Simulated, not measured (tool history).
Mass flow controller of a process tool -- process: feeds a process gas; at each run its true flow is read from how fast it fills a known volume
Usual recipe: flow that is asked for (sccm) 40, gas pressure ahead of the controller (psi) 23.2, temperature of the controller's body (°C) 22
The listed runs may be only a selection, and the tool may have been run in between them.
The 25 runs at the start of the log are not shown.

run	day	flow that is asked for (sccm)	gas pressure ahead of the controller (psi)	temperature of the controller's body (°C)	hours of work since the controller was set to zero	hours of work since the controller was changed	true flow (%)
26	373.746	46	21.2	21	3297	3297	100.09
27	386.679	64	23.2	37	3487	3487	102.88
28	403.592	13	23.9	40	3736	3736	98.65
29	420.958	13	23.9	40	3991	3991	98.80
30	432.938	18	27.7	31	4167	4167	99.08
31	444.467	18	27.7	31	4336	4336	99.31
32	464.579	61	23.2	22	4632	4632	101.80
33	480.904	40	27.8	22	4872	4872	101.06
# day 494.688: controller exchanged for a calibrated one
34	499.700	40	36.8	31	74	74	99.61
35	517.075	27	37.1	31	329	329	99.56
36	533.858	29	23.2	25	576	576	98.49
37	548.067	29	23.2	25	785	785	98.38
38	560.621	29	23.2	25	969	969	98.66
39	569.029	32	23.2	22	1093	1093	98.51
40	581.096	32	23.2	22	1270	1270	98.54
41	593.583	95	24.9	36	1454	1454	102.06

What does the tool deliver on the next run?
42	606.654	29	21.5	26	1646	1646	?

true flow (%): 99.08
Minus the tool's unlogged condition, the same run would have read true flow (%) 98.33.
